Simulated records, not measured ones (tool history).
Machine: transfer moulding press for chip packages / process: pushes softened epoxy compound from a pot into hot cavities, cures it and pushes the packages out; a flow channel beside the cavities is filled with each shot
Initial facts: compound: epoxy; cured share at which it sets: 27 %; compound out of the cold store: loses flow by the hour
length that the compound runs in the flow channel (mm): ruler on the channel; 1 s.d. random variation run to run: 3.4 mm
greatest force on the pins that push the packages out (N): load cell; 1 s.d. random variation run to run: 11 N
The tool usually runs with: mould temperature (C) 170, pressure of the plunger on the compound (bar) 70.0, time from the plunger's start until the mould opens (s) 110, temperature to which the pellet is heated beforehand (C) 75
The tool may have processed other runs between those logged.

run	hour	mould temperature (C)	pressure of the plunger on the compound (bar)	time from the plunger's start until the mould opens (s)	temperature to which the pellet is heated beforehand (C)	incoming compound's hours out of the cold store	length that the compound runs in the flow channel (mm)	greatest force on the pins that push the packages out (N)
1	0.0	170	70.0	110	75	45.7	577	598
2	13.2	170	70.0	110	75	39.8	594	755
3	33.8	163	70.0	110	75	32.8	628	1684
4	49.8	170	70.0	110	75	40.8	584	1060
5	61.1	170	70.0	110	75	39.6	585	1126
6	87.6	170	70.0	110	75	45.5	575	580
7	101.8	170	70.0	110	74	26.8	606	700
8	115.0	170	70.0	125	74	46.6	568	716
9	135.0	170	70.0	125	74	10.6	629	567
10	149.1	170	70.0	125	74	37.5	578	540
11	171.8	170	56.1	91	68	24.2	540	1071
12	183.9	170	70.0	141	71	29.9	585	444
13	195.2	170	78.0	132	65	40.6	599	573
14	210.5	166	82.7	149	69	34.5	646	653
15	235.2	166	82.7	149	69	23.2	664	510
16	252.3	166	66.9	129	82	27.8	579	690
17	264.6	177	85.7	125	67	25.8	625	656
18	276.8	175	65.1	140	70	27.1	554	464
19	301.8	167	76.8	144	79	8.4	656	647
20	324.2	177	68.5	113	75	30.0	551	481

Between the runs listed above, the log contained 8 entries, not reproduced here. Where in the sequence does each belong, and how does what the log doesn't record of the tool's condition differ from the listed run before to the listed run after?
Logged between run 2 and run 3: cavities cleaned with cleaning compound and waxed (hour 33.8)
  true mould temperature over the reading, C: 0.81 -> 0.83; pressure that reaches the compound, % of what is set: 95.03 -> 94.44; grip of the stained cavities, % over clean ones': 42.5 -> 111.5
  measured value less the no-hidden-state value, length that the compound runs in the flow channel (mm): -18 -> -22; greatest force on the pins that push the packages out (N): +204 -> +833
Logged between run 5 and run 6: cavities cleaned with cleaning compound and waxed (hour 78.9)
  true mould temperature over the reading, C: 0.86 -> 0.89; pressure that reaches the compound, % of what is set: 93.62 -> 92.8; grip of the stained cavities, % over clean ones': 119.8 -> 16.2
  measured value less the no-hidden-state value, length that the compound runs in the flow channel (mm): -22 -> -25; greatest force on the pins that push the packages out (N): +595 -> +61
Logged between run 8 and run 9: cavities cleaned with cleaning compound and waxed (hour 123.5)
  true mould temperature over the reading, C: 0.92 -> 0.94; pressure that reaches the compound, % of what is set: 91.92 -> 91.38; grip of the stained cavities, % over clean ones': 55.7 -> 25.4
  measured value less the no-hidden-state value, length that the compound runs in the flow channel (mm): -27 -> -33; greatest force on the pins that push the packages out (N): +243 -> +105
Logged between run 9 and run 10: cavities cleaned with cleaning compound and waxed, once more (hour 139.9)
  true mould temperature over the reading, C: 0.94 -> 0.96; pressure that reaches the compound, % of what is set: 91.38 -> 90.97; grip of the stained cavities, % over clean ones': 25.4 -> 17.4
  measured value less the no-hidden-state value, length that the compound runs in the flow channel (mm): -33 -> -31; greatest force on the pins that push the packages out (N): +105 -> +70
Logged between run 11 and run 12: cavities cleaned with cleaning compound and waxed (hour 183.5)
  true mould temperature over the reading, C: 0.98 -> 0.99; pressure that reaches the compound, % of what is set: 90.24 -> 89.94; grip of the stained cavities, % over clean ones': 52 -> 4.9
  measured value less the no-hidden-state value, length that the compound runs in the flow channel (mm): -32 -> -35; greatest force on the pins that push the packages out (N): +310 -> +16
Logged between run 14 and run 15: cavities cleaned with cleaning compound and waxed (hour 227.8)
  true mould temperature over the reading, C: 1.02 -> 1.05; pressure that reaches the compound, % of what is set: 89 -> 88.28; grip of the stained cavities, % over clean ones': 49.5 -> 15.4
  measured value less the no-hidden-state value, length that the compound runs in the flow channel (mm): -43 -> -47; greatest force on the pins that push the packages out (N): +206 -> +57
Logged between run 17 and run 18: cavities cleaned with cleaning compound and waxed (hour 272.3)
  true mould temperature over the reading, C: 1.08 -> 1.09; pressure that reaches the compound, % of what is set: 87.31 -> 86.98; grip of the stained cavities, % over clean ones': 57.4 -> 11.9
  measured value less the no-hidden-state value, length that the compound runs in the flow channel (mm): -47 -> -43; greatest force on the pins that push the packages out (N): +238 -> +49
Logged between run 19 and run 20: cavities cleaned with cleaning compound and waxed (hour 316.6)
  true mould temperature over the reading, C: 1.12 -> 1.15; pressure that reaches the compound, % of what is set: 86.17 -> 85.51; grip of the stained cavities, % over clean ones': 50.3 -> 16.4
  measured value less the no-hidden-state value, length that the compound runs in the flow channel (mm): -55 -> -48; greatest force on the pins that push the packages out (N): +207 -> +65
